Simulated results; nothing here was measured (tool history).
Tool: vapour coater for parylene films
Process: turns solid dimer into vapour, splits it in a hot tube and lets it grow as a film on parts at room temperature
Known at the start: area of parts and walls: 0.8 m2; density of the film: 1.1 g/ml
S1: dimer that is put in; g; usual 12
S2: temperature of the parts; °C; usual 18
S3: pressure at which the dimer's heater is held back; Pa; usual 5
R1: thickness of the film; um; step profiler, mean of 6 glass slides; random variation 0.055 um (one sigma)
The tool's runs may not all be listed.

| run | hour | S1 | S2 | S3 | R1 |
|---|---|---|---|---|---|
| 1 | 0 | 12 | 18 | 5 | 5.79 |
| 2 | 48 | 12 | 27 | 5 | 3.81 |
| 3 | 96.9 | 12 | 27 | 5 | 3.73 |
|  | 108.5 | trap's valve overhauled |
| 4 | 164.2 | 12 | 27 | 5 | 3.15 |
| 5 | 197.6 | 12 | 27 | 5 | 3.11 |
| 6 | 239.7 | 12 | 27 | 5 | 2.99 |
| 7 | 297.3 | 12 | 18 | 5.02 | 4.35 |
| 8 | 331.7 | 12 | 18 | 5 | 4.15 |
|  | 387.1 | trap's valve overhauled |
|  | 393.5 | trap's valve overhauled, once more |
| 9 | 393.5 | 12 | 18 | 5 | 6.4 |
| 10 | 427.2 | 12 | 18 | 5 | 6.29 |
| 11 | 473.3 | 12 | 18 | 5 | 6.12 |
| 12 | 534.7 | 12 | 18 | 5 | 5.87 |
| 13 | 565.2 | 12 | 18 | 5 | 5.84 |
| 14 | 624.8 | 12 | 18 | 5 | 5.64 |
|  | 671.9 | trap's valve overhauled |
| 15 | 687.6 | 12 | 18 | 3.29 | 6.63 |
| 16 | 747.6 | 12 | 18 | 3.29 | 6.51 |
| 17 | 777.1 | 15 | 18 | 5 | 7.69 |
| 18 | 818.6 | 15 | 18 | 5 | 7.42 |
| 19 | 870.7 | 10 | 15 | 5.96 | 5.32 |
| 20 | 917.5 | 10 | 15 | 5.96 | 5.23 |
|  | 951 | trap's valve overhauled |
| 21 | 956.6 | 10 | 15 | 5.96 | 5.91 |
| 22 | 992.3 | 12 | 18 | 9.2 | 5.91 |
| 23 | 1027.8 | 13 | 18 | 9.2 | 6.23 |
| 24 | 1080 | 13 | 18 | 9.2 | 6.13 |
| 25 | 1138.3 | 12 | 17 | 11.29 | 5.56 |
| 26 | 1201.1 | 10 | 24 | 5 | 3.55 |
|  | 1228.9 | trap's valve overhauled |
| 27 | 1259.8 | 10 | 24 | 5.37 | 4.05 |
| 28 | 1323.1 | 10 | 24 | 5.37 | 4.04 |
| 29 | 1378.8 | 12 | 18 | 4.94 | 6.11 |

Forecast run 30:
| 30 | 1411.6 | 14 | 20 | 2.61 | ? |

Run 30 gave R1 6.82 um.
Without the tool's hidden state the same run would have given R1 7.26 um.
